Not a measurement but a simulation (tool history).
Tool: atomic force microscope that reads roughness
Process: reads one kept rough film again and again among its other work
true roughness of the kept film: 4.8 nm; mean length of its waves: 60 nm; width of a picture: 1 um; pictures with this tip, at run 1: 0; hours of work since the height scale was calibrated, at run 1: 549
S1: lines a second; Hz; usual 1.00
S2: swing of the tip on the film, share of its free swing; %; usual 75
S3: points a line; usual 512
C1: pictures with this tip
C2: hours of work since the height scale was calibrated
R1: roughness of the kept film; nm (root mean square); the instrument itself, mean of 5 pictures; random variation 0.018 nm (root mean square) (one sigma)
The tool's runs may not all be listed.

run 1 hour=0.0 | S1=1.00 S2=75 S3=512 | C1=0 C2=549 | R1=4.507
run 2 hour=24.7 | S1=1.75 S2=75 S3=512 | C1=34 C2=559 | R1=4.348
run 3 hour=42.8 | S1=1.75 S2=75 S3=512 | C1=59 C2=567 | R1=4.335
run 4 hour=67.9 | S1=1.75 S2=75 S3=687 | C1=93 C2=577 | R1=4.384
run 5 hour=103.8 | S1=3.05 S2=75 S3=512 | C1=142 C2=593 | R1=4.149
run 6 hour=123.2 | S1=3.05 S2=75 S3=512 | C1=168 C2=601 | R1=4.172
run 7 hour=148.1 | S1=3.05 S2=75 S3=512 | C1=202 C2=611 | R1=4.141
-- hour=172.7 new tip fitted
run 8 hour=178.1 | S1=0.61 S2=75 S3=512 | C1=7 C2=624 | R1=4.590
run 9 hour=203.4 | S1=0.61 S2=75 S3=512 | C1=42 C2=635 | R1=4.572
run 10 hour=224.7 | S1=0.61 S2=75 S3=512 | C1=71 C2=644 | R1=4.569
run 11 hour=256.5 | S1=0.61 S2=75 S3=512 | C1=114 C2=657 | R1=4.543
run 12 hour=285.5 | S1=0.61 S2=75 S3=512 | C1=154 C2=669 | R1=4.555
run 13 hour=318.6 | S1=0.61 S2=75 S3=512 | C1=199 C2=683 | R1=4.525
-- hour=344.9 new tip fitted
run 14 hour=345.6 | S1=1.00 S2=75 S3=678 | C1=1 C2=695 | R1=4.494
run 15 hour=362.1 | S1=1.00 S2=66 S3=322 | C1=23 C2=702 | R1=4.526
run 16 hour=392.4 | S1=1.00 S2=66 S3=446 | C1=65 C2=714 | R1=4.566
run 17 hour=417.1 | S1=2.95 S2=55 S3=384 | C1=98 C2=725 | R1=4.513

The next listed run, before its measurement:
run 18 hour=435.4 | S1=3.51 S2=60 S3=749 | C1=123 C2=733 | R1=?

{"run 18": {"R1": 4.399}}
Without the tool's hidden state the same run would have given R1 4.402 nm (root mean square).
